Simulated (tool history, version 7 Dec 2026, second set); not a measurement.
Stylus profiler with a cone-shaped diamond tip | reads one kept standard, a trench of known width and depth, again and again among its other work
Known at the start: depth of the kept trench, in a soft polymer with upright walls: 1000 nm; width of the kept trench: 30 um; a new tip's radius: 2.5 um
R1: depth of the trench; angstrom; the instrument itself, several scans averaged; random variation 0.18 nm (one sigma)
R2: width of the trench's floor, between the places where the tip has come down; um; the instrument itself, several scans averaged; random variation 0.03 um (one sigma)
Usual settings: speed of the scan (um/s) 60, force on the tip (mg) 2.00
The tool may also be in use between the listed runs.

Run 1, day 0.000: usual settings. Result: R1 10117.2 angstrom, R2 25.68 um.
Run 2, day 1.467: usual settings. Result: R1 10115.1 angstrom, R2 25.62 um.
Run 3, day 2.158: usual settings. Result: R1 10116.9 angstrom, R2 25.63 um.
Run 4, day 3.783: usual settings. Result: R1 10117.7 angstrom, R2 25.60 um.
Run 5, day 5.200: usual settings. Result: R1 10116.0 angstrom, R2 25.61 um.
Run 6, day 6.488: usual settings but speed of the scan (um/s) 120. Result: R1 10111.4 angstrom, R2 25.27 um.
Run 7, day 7.475: usual settings but speed of the scan (um/s) 120. Result: R1 10115.2 angstrom, R2 25.29 um.
Run 8, day 8.179: usual settings but speed of the scan (um/s) 120. Result: R1 10117.4 angstrom, R2 25.27 um.
Run 9, day 9.433: usual settings but speed of the scan (um/s) 192. Result: R1 10114.2 angstrom, R2 24.84 um.
Run 10, day 11.054: usual settings but speed of the scan (um/s) 192. Result: R1 10114.6 angstrom, R2 24.86 um.
Run 11, day 12.308: usual settings but speed of the scan (um/s) 192. Result: R1 10115.7 angstrom, R2 24.86 um.
Run 12, day 13.300: usual settings. Result: R1 10115.8 angstrom, R2 25.62 um.
Run 13, day 14.296: usual settings but force on the tip (mg) 1.00. Result: R1 10076.6 angstrom, R2 25.44 um.
Run 14, day 15.079: usual settings. Result: R1 10114.1 angstrom, R2 25.60 um.
Run 15, day 16.721: usual settings. Result: R1 10116.2 angstrom, R2 25.62 um.
Run 16, day 17.454: usual settings. Result: R1 10113.1 angstrom, R2 25.63 um.
Run 17, day 18.542: usual settings. Result: R1 10114.8 angstrom, R2 25.65 um.
Run 18, day 19.983: usual settings but force on the tip (mg) 1.58. Result: R1 10099.7 angstrom, R2 25.58 um.
Run 19, day 21.562: usual settings but speed of the scan (um/s) 25, force on the tip (mg) 1.58. Result: R1 10099.5 angstrom, R2 25.82 um.
Run 20, day 22.825: usual settings but force on the tip (mg) 1.58. Result: R1 10097.7 angstrom, R2 25.59 um.
Run 21, day 24.038: usual settings but force on the tip (mg) 1.58. Result: R1 10100.3 angstrom, R2 25.58 um.
Run 22, day 25.662: usual settings but force on the tip (mg) 1.58. Result: R1 10097.1 angstrom, R2 25.57 um.
Run 23, day 27.292: usual settings but speed of the scan (um/s) 16, force on the tip (mg) 1.58. Result: R1 10097.7 angstrom, R2 25.82 um.
Run 24, day 28.629: usual settings but speed of the scan (um/s) 61, force on the tip (mg) 1.58. Result: R1 10097.5 angstrom, R2 25.56 um.
Run 25, day 30.100: usual settings but force on the tip (mg) 4.51. Result: R1 10198.7 angstrom, R2 25.75 um.
Run 26, day 30.992: usual settings but speed of the scan (um/s) 106, force on the tip (mg) 1.27. Result: R1 10087.0 angstrom, R2 25.17 um.
Run 27, day 32.588: usual settings but speed of the scan (um/s) 98, force on the tip (mg) 1.33. Result: R1 10088.3 angstrom, R2 25.27 um.
Run 28, day 33.404: usual settings but speed of the scan (um/s) 105, force on the tip (mg) 3.55. Result: R1 10171.9 angstrom, R2 25.51 um.
Run 29, day 34.712: usual settings but speed of the scan (um/s) 148, force on the tip (mg) 0.72. Result: R1 10056.2 angstrom, R2 24.48 um.
Run 30, day 35.808: usual settings but force on the tip (mg) 0.77. Result: R1 10059.9 angstrom, R2 25.43 um.
Run 31, day 36.946: usual settings but speed of the scan (um/s) 156, force on the tip (mg) 0.87. Result: R1 10068.0 angstrom, R2 24.58 um.
Run 32, day 37.946: usual settings but speed of the scan (um/s) 34, force on the tip (mg) 0.87. Result: R1 10068.8 angstrom, R2 25.72 um.
Run 33, day 39.304: usual settings but speed of the scan (um/s) 184, force on the tip (mg) 0.87. Result: R1 10067.3 angstrom, R2 24.32 um.
Run 34, day 40.179: usual settings but speed of the scan (um/s) 211, force on the tip (mg) 1.45. Result: R1 10092.8 angstrom, R2 24.48 um.
Run 35, day 41.367: usual settings but speed of the scan (um/s) 18, force on the tip (mg) 0.93. Result: R1 10072.3 angstrom, R2 25.82 um.
Run 36, day 42.671: usual settings but speed of the scan (um/s) 18, force on the tip (mg) 0.93. Result: R1 10069.3 angstrom, R2 25.84 um.
Run 37, day 44.179: usual settings but speed of the scan (um/s) 18, force on the tip (mg) 0.93. Result: R1 10070.9 angstrom, R2 25.76 um.
Run 38, day 45.400: usual settings but speed of the scan (um/s) 59, force on the tip (mg) 0.93. Result: R1 10069.9 angstrom, R2 25.51 um.
Run 39, day 46.579: usual settings but speed of the scan (um/s) 57, force on the tip (mg) 4.94. Result: R1 10213.8 angstrom, R2 25.74 um.
Run 40, day 47.388: usual settings but force on the tip (mg) 1.99. Result: R1 10114.5 angstrom, R2 25.62 um.
Run 41, day 48.762: usual settings but speed of the scan (um/s) 170, force on the tip (mg) 2.59. Result: R1 10139.5 angstrom, R2 25.15 um.
Run 42, day 49.738: usual settings but speed of the scan (um/s) 170, force on the tip (mg) 2.59. Result: R1 10136.4 angstrom, R2 25.10 um.

Taken out of this log: 1 entry between the listed runs. Where each belongs, and how the hidden state differs across it:
Between runs 21 and 22: height scale calibrated on a step standard (day 25.288)
  height scale over the true one, %: -0.004 -> 0

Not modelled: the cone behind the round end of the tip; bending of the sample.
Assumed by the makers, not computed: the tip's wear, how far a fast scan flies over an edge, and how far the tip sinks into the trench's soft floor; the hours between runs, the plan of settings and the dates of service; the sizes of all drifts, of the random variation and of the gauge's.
